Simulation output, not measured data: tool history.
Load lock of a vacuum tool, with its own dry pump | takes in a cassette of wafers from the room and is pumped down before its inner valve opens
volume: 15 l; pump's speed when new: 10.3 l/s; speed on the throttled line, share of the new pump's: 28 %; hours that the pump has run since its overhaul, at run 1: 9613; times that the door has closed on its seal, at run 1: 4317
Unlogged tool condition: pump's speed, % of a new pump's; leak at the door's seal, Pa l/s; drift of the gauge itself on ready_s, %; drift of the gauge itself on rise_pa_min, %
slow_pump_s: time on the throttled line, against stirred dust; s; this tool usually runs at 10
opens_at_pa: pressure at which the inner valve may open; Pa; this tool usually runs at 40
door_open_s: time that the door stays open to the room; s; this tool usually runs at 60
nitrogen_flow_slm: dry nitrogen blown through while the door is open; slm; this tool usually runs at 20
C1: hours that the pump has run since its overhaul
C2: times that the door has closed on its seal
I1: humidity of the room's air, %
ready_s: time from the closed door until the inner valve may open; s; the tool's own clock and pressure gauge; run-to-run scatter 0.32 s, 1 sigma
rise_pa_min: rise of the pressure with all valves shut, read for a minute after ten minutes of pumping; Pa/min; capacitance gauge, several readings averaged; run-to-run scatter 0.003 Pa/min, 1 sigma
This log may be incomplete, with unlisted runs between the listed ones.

run 1 hour=0.0 | slow_pump_s=10 opens_at_pa=40 door_open_s=60 nitrogen_flow_slm=20 | C1=9613 C2=4317 | I1=43.7 | ready_s=19.6 rise_pa_min=0.061
run 2 hour=237.4 | slow_pump_s=14 opens_at_pa=40 door_open_s=60 nitrogen_flow_slm=20 | C1=9850 C2=5153 | I1=48.4 | ready_s=22.4 rise_pa_min=0.071
run 3 hour=433.6 | slow_pump_s=14 opens_at_pa=40 door_open_s=60 nitrogen_flow_slm=20 | C1=10046 C2=5845 | I1=45.1 | ready_s=22.6 rise_pa_min=0.066
run 4 hour=697.6 | slow_pump_s=14 opens_at_pa=40 door_open_s=60 nitrogen_flow_slm=20 | C1=10310 C2=6775 | I1=41.6 | ready_s=22.8 rise_pa_min=0.074
run 5 hour=893.9 | slow_pump_s=12 opens_at_pa=40 door_open_s=60 nitrogen_flow_slm=20 | C1=10507 C2=7467 | I1=46.7 | ready_s=21.1 rise_pa_min=0.080
run 6 hour=1105.7 | slow_pump_s=12 opens_at_pa=40 door_open_s=60 nitrogen_flow_slm=20 | C1=10719 C2=8213 | I1=45.6 | ready_s=21.6 rise_pa_min=0.085
run 7 hour=1508.5 | slow_pump_s=12 opens_at_pa=40 door_open_s=60 nitrogen_flow_slm=20 | C1=11121 C2=9633 | I1=44.3 | ready_s=21.5 rise_pa_min=0.087
run 8 hour=1887.1 | slow_pump_s=12 opens_at_pa=40 door_open_s=60 nitrogen_flow_slm=20 | C1=11500 C2=10967 | I1=45.0 | ready_s=21.3 rise_pa_min=0.100
run 9 hour=2301.5 | slow_pump_s=10 opens_at_pa=40 door_open_s=60 nitrogen_flow_slm=20 | C1=11914 C2=12428 | I1=45.7 | ready_s=20.6 rise_pa_min=0.113
run 10 hour=2688.8 | slow_pump_s=10 opens_at_pa=40 door_open_s=60 nitrogen_flow_slm=20 | C1=12302 C2=13793 | I1=43.3 | ready_s=20.2 rise_pa_min=0.134
run 11 hour=2876.0 | slow_pump_s=10 opens_at_pa=40 door_open_s=60 nitrogen_flow_slm=20 | C1=12489 C2=14452 | I1=42.4 | ready_s=20.5 rise_pa_min=0.133
run 12 hour=3275.4 | slow_pump_s=10 opens_at_pa=40 door_open_s=60 nitrogen_flow_slm=20 | C1=12888 C2=15860 | I1=42.7 | ready_s=20.3 rise_pa_min=0.147
run 13 hour=3680.9 | slow_pump_s=10 opens_at_pa=40 door_open_s=60 nitrogen_flow_slm=20 | C1=13294 C2=17289 | I1=44.7 | ready_s=20.7 rise_pa_min=0.161
run 14 hour=4064.7 | slow_pump_s=10 opens_at_pa=40 door_open_s=60 nitrogen_flow_slm=12 | C1=13677 C2=18642 | I1=43.7 | ready_s=20.9 rise_pa_min=0.185
run 15 hour=4265.4 | slow_pump_s=10 opens_at_pa=54 door_open_s=47 nitrogen_flow_slm=20 | C1=13878 C2=19349 | I1=45.6 | ready_s=19.5 rise_pa_min=0.182
run 16 hour=4540.7 | slow_pump_s=6 opens_at_pa=31 door_open_s=60 nitrogen_flow_slm=20 | C1=14154 C2=20319 | I1=47.5 | ready_s=18.6 rise_pa_min=0.196
run 17 hour=4859.9 | slow_pump_s=6 opens_at_pa=31 door_open_s=60 nitrogen_flow_slm=20 | C1=14473 C2=21444 | I1=41.4 | ready_s=18.8 rise_pa_min=0.204
run 18 hour=5080.3 | slow_pump_s=15 opens_at_pa=45 door_open_s=56 nitrogen_flow_slm=36 | C1=14693 C2=22221 | I1=44.6 | ready_s=23.0 rise_pa_min=0.208
run 19 hour=5446.8 | slow_pump_s=6 opens_at_pa=69 door_open_s=49 nitrogen_flow_slm=31 | C1=15060 C2=23513 | I1=46.5 | ready_s=16.3 rise_pa_min=0.216
run 20 hour=5834.5 | slow_pump_s=10 opens_at_pa=40 door_open_s=60 nitrogen_flow_slm=10 | C1=15447 C2=24879 | I1=44.8 | ready_s=21.1 rise_pa_min=0.264
run 21 hour=6133.1 | slow_pump_s=10 opens_at_pa=57 door_open_s=60 nitrogen_flow_slm=17 | C1=15746 C2=25931 | I1=45.4 | ready_s=20.1 rise_pa_min=0.269
-- hour=6317.9 dry pump taken out, an overhauled one fitted
run 22 hour=6433.6 | slow_pump_s=13 opens_at_pa=47 door_open_s=60 nitrogen_flow_slm=20 | C1=116 C2=26969 | I1=46.0 | ready_s=20.5 rise_pa_min=0.276
run 23 hour=6823.4 | slow_pump_s=10 opens_at_pa=48 door_open_s=60 nitrogen_flow_slm=41 | C1=505 C2=28343 | I1=43.5 | ready_s=18.3 rise_pa_min=0.279
run 24 hour=7214.7 | slow_pump_s=10 opens_at_pa=48 door_open_s=84 nitrogen_flow_slm=28 | C1=897 C2=29722 | I1=46.4 | ready_s=18.3 rise_pa_min=0.324
run 25 hour=7440.3 | slow_pump_s=16 opens_at_pa=38 door_open_s=206 nitrogen_flow_slm=5 | C1=1122 C2=30517 | I1=44.1 | ready_s=22.1 rise_pa_min=0.409
run 26 hour=7668.9 | slow_pump_s=16 opens_at_pa=38 door_open_s=206 nitrogen_flow_slm=5 | C1=1351 C2=31323 | I1=48.7 | ready_s=23.7 rise_pa_min=0.418
run 27 hour=8054.8 | slow_pump_s=6 opens_at_pa=34 door_open_s=206 nitrogen_flow_slm=28 | C1=1737 C2=32683 | I1=45.8 | ready_s=16.1 rise_pa_min=0.385
run 28 hour=8230.6 | slow_pump_s=6 opens_at_pa=34 door_open_s=206 nitrogen_flow_slm=28 | C1=1913 C2=33302 | I1=43.5 | ready_s=16.7 rise_pa_min=0.408

4 options for the next run, each taken on its own from the tool as it stands now. Forecast them:
run A hour=8510.1 | slow_pump_s=11 opens_at_pa=68 door_open_s=26 nitrogen_flow_slm=20 | C1=2192 C2=34287 | I1=44.4 | ready_s=? rise_pa_min=?
run B hour=8510.1 | slow_pump_s=10 opens_at_pa=40 door_open_s=109 nitrogen_flow_slm=20 | C1=2192 C2=34287 | I1=46.3 | ready_s=? rise_pa_min=?
run C hour=8510.1 | slow_pump_s=5 opens_at_pa=34 door_open_s=60 nitrogen_flow_slm=20 | C1=2192 C2=34287 | I1=43.6 | ready_s=? rise_pa_min=?
run D hour=8510.1 | slow_pump_s=6 opens_at_pa=40 door_open_s=88 nitrogen_flow_slm=31 | C1=2192 C2=34287 | I1=46.4 | ready_s=? rise_pa_min=?

run=A ready_s=18.7 rise_pa_min=0.362
run=B ready_s=18.3 rise_pa_min=0.418
run=C ready_s=15.2 rise_pa_min=0.387
run=D ready_s=16.3 rise_pa_min=0.389
Without the tool's hidden state the same runs would have given:
run=A ready_s=18.5 rise_pa_min=0.027
run=B ready_s=18.2 rise_pa_min=0.069
run=C ready_s=15.0 rise_pa_min=0.045
run=D ready_s=16.1 rise_pa_min=0.043
